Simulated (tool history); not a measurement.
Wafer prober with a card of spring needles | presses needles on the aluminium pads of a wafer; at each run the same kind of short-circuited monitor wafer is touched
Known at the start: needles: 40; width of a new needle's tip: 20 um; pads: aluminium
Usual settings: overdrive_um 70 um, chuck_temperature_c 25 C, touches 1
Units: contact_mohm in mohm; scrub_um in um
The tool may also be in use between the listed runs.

run 1 hour=0 | overdrive_um=70 chuck_temperature_c=25 touches=1 | contact_mohm=212 scrub_um=11.8
-- hour=17 tips cleaned on abrasive film
run 2 hour=17 | overdrive_um=70 chuck_temperature_c=25 touches=1 | contact_mohm=333 scrub_um=11.81
run 3 hour=32.7 | overdrive_um=70 chuck_temperature_c=103 touches=1 | contact_mohm=310 scrub_um=11.91
-- hour=37.1 tips cleaned on abrasive film
run 4 hour=46.2 | overdrive_um=70 chuck_temperature_c=103 touches=1 | contact_mohm=259 scrub_um=11.83
-- hour=57.2 tips cleaned on abrasive film
run 5 hour=58.5 | overdrive_um=61 chuck_temperature_c=25 touches=1 | contact_mohm=204 scrub_um=10.3
-- hour=77.1 tips cleaned on abrasive film
run 6 hour=79.3 | overdrive_um=70 chuck_temperature_c=25 touches=1 | contact_mohm=204 scrub_um=11.66
run 7 hour=93.9 | overdrive_um=70 chuck_temperature_c=25 touches=1 | contact_mohm=271 scrub_um=11.77
-- hour=97.3 tips cleaned on abrasive film
-- hour=107 tips cleaned on abrasive film, once more
run 8 hour=109.3 | overdrive_um=70 chuck_temperature_c=25 touches=1 | contact_mohm=204 scrub_um=11.68
run 9 hour=126.3 | overdrive_um=70 chuck_temperature_c=25 touches=1 | contact_mohm=283 scrub_um=11.79
-- hour=127.6 tips cleaned on abrasive film
run 10 hour=139.8 | overdrive_um=70 chuck_temperature_c=25 touches=1 | contact_mohm=264 scrub_um=11.68
-- hour=147.8 tips cleaned on abrasive film
run 11 hour=157.5 | overdrive_um=70 chuck_temperature_c=25 touches=1 | contact_mohm=249 scrub_um=11.69
-- hour=169.1 tips cleaned on abrasive film
run 12 hour=178.8 | overdrive_um=70 chuck_temperature_c=25 touches=1 | contact_mohm=254 scrub_um=11.7
-- hour=189 tips cleaned on abrasive film
run 13 hour=191.4 | overdrive_um=70 chuck_temperature_c=25 touches=1 | contact_mohm=202 scrub_um=11.71
-- hour=208.9 tips cleaned on abrasive film
run 14 hour=212.7 | overdrive_um=70 chuck_temperature_c=25 touches=1 | contact_mohm=221 scrub_um=11.65
-- hour=229.9 tips cleaned on abrasive film
run 15 hour=234 | overdrive_um=70 chuck_temperature_c=25 touches=1 | contact_mohm=225 scrub_um=11.69
run 16 hour=243.1 | overdrive_um=70 chuck_temperature_c=25 touches=1 | contact_mohm=274 scrub_um=11.56
-- hour=249.8 tips cleaned on abrasive film
run 17 hour=253.4 | overdrive_um=70 chuck_temperature_c=25 touches=1 | contact_mohm=218 scrub_um=11.59
-- hour=271.2 tips cleaned on abrasive film
run 18 hour=274.3 | overdrive_um=70 chuck_temperature_c=25 touches=1 | contact_mohm=210 scrub_um=11.59
run 19 hour=285.8 | overdrive_um=86 chuck_temperature_c=25 touches=3 | contact_mohm=195 scrub_um=14.3
-- hour=291.7 tips cleaned on abrasive film
run 20 hour=299 | overdrive_um=70 chuck_temperature_c=25 touches=2 | contact_mohm=216 scrub_um=11.62
-- hour=312.6 tips cleaned on abrasive film
run 21 hour=316.8 | overdrive_um=70 chuck_temperature_c=25 touches=2 | contact_mohm=204 scrub_um=11.49
run 22 hour=328.8 | overdrive_um=79 chuck_temperature_c=81 touches=1 | contact_mohm=264 scrub_um=13.09
-- hour=333.4 tips cleaned on abrasive film
run 23 hour=347.3 | overdrive_um=57 chuck_temperature_c=124 touches=3 | contact_mohm=248 scrub_um=9.23
-- hour=353.5 tips cleaned on abrasive film
run 24 hour=361 | overdrive_um=65 chuck_temperature_c=124 touches=1 | contact_mohm=271 scrub_um=10.68
run 25 hour=372.9 | overdrive_um=70 chuck_temperature_c=119 touches=3 | contact_mohm=231 scrub_um=11.5
-- hour=374.4 tips cleaned on abrasive film
run 26 hour=387.8 | overdrive_um=70 chuck_temperature_c=25 touches=2 | contact_mohm=237 scrub_um=11.52
-- hour=395.3 tips cleaned on abrasive film
run 27 hour=403.5 | overdrive_um=63 chuck_temperature_c=63 touches=3 | contact_mohm=220 scrub_um=10.34
run 28 hour=414.5 | overdrive_um=55 chuck_temperature_c=114 touches=1 | contact_mohm=364 scrub_um=8.91
-- hour=416.1 tips cleaned on abrasive film
run 29 hour=430 | overdrive_um=55 chuck_temperature_c=34 touches=1 | contact_mohm=352 scrub_um=8.96
-- hour=436.5 tips cleaned on abrasive film
run 30 hour=447.6 | overdrive_um=53 chuck_temperature_c=25 touches=1 | contact_mohm=356 scrub_um=8.54
-- hour=457.7 tips cleaned on abrasive film
-- hour=458 height of the first contact set anew
run 31 hour=467.6 | overdrive_um=58 chuck_temperature_c=39 touches=1 | contact_mohm=285 scrub_um=9.95
-- hour=478.1 tips cleaned on abrasive film
run 32 hour=487 | overdrive_um=58 chuck_temperature_c=39 touches=1 | contact_mohm=285 scrub_um=9.87

Forecast each of these 4 alternatives for the next run:
-- hour=499.4 tips cleaned on abrasive film
run A hour=507.5 | overdrive_um=70 chuck_temperature_c=120 touches=1 | contact_mohm=? scrub_um=?
-- hour=499.4 tips cleaned on abrasive film
run B hour=507.5 | overdrive_um=58 chuck_temperature_c=98 touches=2 | contact_mohm=? scrub_um=?
-- hour=499.4 tips cleaned on abrasive film
run C hour=507.5 | overdrive_um=58 chuck_temperature_c=39 touches=2 | contact_mohm=? scrub_um=?
-- hour=499.4 tips cleaned on abrasive film
run D hour=507.5 | overdrive_um=58 chuck_temperature_c=83 touches=2 | contact_mohm=? scrub_um=?

run=A contact_mohm=252 scrub_um=11.99
run=B contact_mohm=247 scrub_um=9.89
run=C contact_mohm=240 scrub_um=9.94
run=D contact_mohm=245 scrub_um=9.92
Without the tool's hidden state the same runs would have given:
run=A contact_mohm=188 scrub_um=12.03
run=B contact_mohm=190 scrub_um=9.92
run=C contact_mohm=177 scrub_um=9.98
run=D contact_mohm=186 scrub_um=9.96
